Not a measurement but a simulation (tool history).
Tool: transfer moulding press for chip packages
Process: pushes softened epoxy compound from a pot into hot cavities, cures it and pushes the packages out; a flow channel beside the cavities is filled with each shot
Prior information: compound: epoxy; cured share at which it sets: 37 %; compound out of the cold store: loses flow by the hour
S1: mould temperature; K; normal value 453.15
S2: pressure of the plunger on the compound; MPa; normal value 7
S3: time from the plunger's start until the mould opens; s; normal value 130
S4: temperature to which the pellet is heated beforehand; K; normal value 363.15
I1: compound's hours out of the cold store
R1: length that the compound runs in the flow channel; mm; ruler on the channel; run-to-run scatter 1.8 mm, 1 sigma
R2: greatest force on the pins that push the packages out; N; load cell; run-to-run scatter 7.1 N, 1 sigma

| run | hour | S1 | S2 | S3 | S4 | I1 | R1 | R2 |
|---|---|---|---|---|---|---|---|---|
| 1 | 0 | 453.15 | 7 | 130 | 363.15 | 26.8 | 813 | 553 |
|  | 15 | mould's thermocouples calibrated |
|  | 39.2 | cavities cleaned with cleaning compound and waxed |
| 2 | 53 | 453.15 | 7 | 130 | 363.15 | 47.6 | 748 | 393 |
|  | 107.2 | cavities cleaned with cleaning compound and waxed |
| 3 | 111 | 453.15 | 7 | 130 | 363.15 | 9.9 | 864 | 357 |
| 4 | 161.4 | 453.15 | 7 | 130 | 363.15 | 45.9 | 750 | 575 |
|  | 173.7 | cavities cleaned with cleaning compound and waxed |
| 5 | 212.9 | 453.15 | 7 | 130 | 363.15 | 25.2 | 808 | 538 |
|  | 240.7 | cavities cleaned with cleaning compound and waxed |
| 6 | 261.6 | 453.15 | 7 | 113 | 363.15 | 30.5 | 786 | 592 |
|  | 305.9 | cavities cleaned with cleaning compound and waxed |
| 7 | 310.6 | 453.15 | 7 | 150 | 363.15 | 14.5 | 835 | 298 |
| 8 | 356.6 | 453.15 | 7 | 130 | 363.15 | 41.7 | 751 | 566 |
|  | 371.5 | cavities cleaned with cleaning compound and waxed |
| 9 | 398.9 | 453.15 | 7 | 130 | 363.15 | 20.7 | 814 | 502 |
| 10 | 431.5 | 460.15 | 7 | 130 | 363.15 | 13.9 | 806 | 519 |
|  | 436 | cavities cleaned with cleaning compound and waxed |
|  | 501.7 | cavities cleaned with cleaning compound and waxed |
| 11 | 503.5 | 460.15 | 7 | 130 | 360.15 | 45.7 | 709 | 284 |
|  | 517.3 | plunger's sealing rings changed |
| 12 | 550.5 | 460.15 | 7 | 130 | 360.15 | 10 | 855 | 483 |
|  | 560.5 | mould's thermocouples calibrated |
|  | 573.7 | cavities cleaned with cleaning compound and waxed |
| 13 | 592.1 | 453.15 | 7 | 130 | 363.15 | 13.2 | 867 | 458 |
|  | 641.2 | cavities cleaned with cleaning compound and waxed |
| 14 | 656.1 | 447.15 | 7.92 | 145 | 355.15 | 29.8 | 890 | 494 |
| 15 | 691.6 | 457.15 | 7.92 | 145 | 371.15 | 12.4 | 897 | 476 |
|  | 706.4 | cavities cleaned with cleaning compound and waxed |
| 16 | 731.3 | 460.15 | 6.01 | 145 | 371.15 | 47.3 | 671 | 404 |
|  | 772.6 | cavities cleaned with cleaning compound and waxed |
| 17 | 772.6 | 460.15 | 6.01 | 145 | 371.15 | 37.8 | 693 | 245 |
| 18 | 808.4 | 460.15 | 6.59 | 149 | 371.15 | 22.8 | 768 | 424 |
|  | 839 | cavities cleaned with cleaning compound and waxed |
| 19 | 868.9 | 449.15 | 5.57 | 133 | 364.15 | 31.9 | 720 | 596 |
|  | 906.7 | cavities cleaned with cleaning compound and waxed |
| 20 | 913.6 | 449.15 | 5.57 | 133 | 364.15 | 19.8 | 754 | 434 |
|  | 971.7 | cavities cleaned with cleaning compound and waxed |
| 21 | 975.4 | 449.15 | 5.57 | 133 | 364.15 | 45.9 | 679 | 393 |
| 22 | 1024.2 | 449.15 | 5.57 | 133 | 364.15 | 26.4 | 732 | 701 |
|  | 1037.9 | cavities cleaned with cleaning compound and waxed |
| 23 | 1075.4 | 449.15 | 5.57 | 133 | 364.15 | 16.9 | 759 | 686 |
|  | 1105.1 | mould's thermocouples calibrated |
|  | 1106.6 | cavities cleaned with cleaning compound and waxed |
| 24 | 1128.6 | 449.15 | 5.24 | 133 | 370.15 | 22.9 | 712 | 586 |
|  | 1160.1 | plunger's sealing rings changed |
|  | 1178.4 | cavities cleaned with cleaning compound and waxed |
| 25 | 1188.3 | 447.15 | 7 | 136 | 365.15 | 16.2 | 889 | 526 |
|  | 1243.1 | cavities cleaned with cleaning compound and waxed |
| 26 | 1243.1 | 453.15 | 7 | 130 | 372.15 | 32.7 | 804 | 299 |

Branching from run 26: 3 alternative next runs. What would each branch give?
| A | 1294.7 | 453.15 | 7 | 136 | 363.15 | 46.2 | ? | ? |
| B | 1294.7 | 453.15 | 5.71 | 130 | 361.15 | 23.8 | ? | ? |
| C | 1294.7 | 458.15 | 7 | 130 | 372.15 | 22.7 | ? | ? |

| run | R1 | R2 |
|---|---|---|
| A | 756 | 562 |
| B | 745 | 576 |
| C | 809 | 504 |
What these runs would have given with no unlogged condition in the tool:
| run | R1 | R2 |
|---|---|---|
| A | 762 | 288 |
| B | 751 | 289 |
| C | 816 | 258 |

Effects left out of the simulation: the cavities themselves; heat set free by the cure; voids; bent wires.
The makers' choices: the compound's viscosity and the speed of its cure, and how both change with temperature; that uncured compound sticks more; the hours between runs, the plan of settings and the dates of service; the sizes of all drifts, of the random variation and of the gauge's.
